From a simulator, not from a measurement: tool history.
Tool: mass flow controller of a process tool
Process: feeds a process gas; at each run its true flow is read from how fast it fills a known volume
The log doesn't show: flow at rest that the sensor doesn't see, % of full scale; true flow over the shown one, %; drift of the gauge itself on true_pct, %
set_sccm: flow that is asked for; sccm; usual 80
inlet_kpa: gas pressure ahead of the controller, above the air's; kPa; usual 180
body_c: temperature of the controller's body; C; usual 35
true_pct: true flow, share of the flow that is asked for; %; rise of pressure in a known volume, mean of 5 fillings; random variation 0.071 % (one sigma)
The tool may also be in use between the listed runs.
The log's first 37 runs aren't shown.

run	day	set_sccm	inlet_kpa	body_c	hours of work since the controller was set to zero	hours of work since the controller was changed	true_pct
38	279.371	60	269	34	656	656	100.07
39	288.546	60	269	34	808	808	100.11
40	296.979	60	269	34	947	947	99.93
41	301.633	80	225	33	1024	1024	99.77
42	306.838	142	271	26	1110	1110	99.68
43	317.308	43	180	35	1283	1283	99.99
44	324.179	93	226	31	1397	1397	99.69
45	332.025	93	226	31	1526	1526	99.70
46	336.979	88	237	28	1608	1608	99.38
47	347.688	96	195	25	1785	1785	99.27

Forecast each of these 5 alternatives for the next run:
A	352.408	35	155	25	1863	1863	?
B	352.408	187	255	39	1863	1863	?
C	352.408	27	193	35	1863	1863	?
D	352.408	53	197	35	1863	1863	?
E	352.408	48	159	29	1863	1863	?

run	true_pct
A	99.98
B	99.89
C	100.91
D	99.86
E	99.65
Without the tool's hidden state the same runs would have given:
run	true_pct
A	99.32
B	100.60
C	99.73
D	99.76
E	99.44

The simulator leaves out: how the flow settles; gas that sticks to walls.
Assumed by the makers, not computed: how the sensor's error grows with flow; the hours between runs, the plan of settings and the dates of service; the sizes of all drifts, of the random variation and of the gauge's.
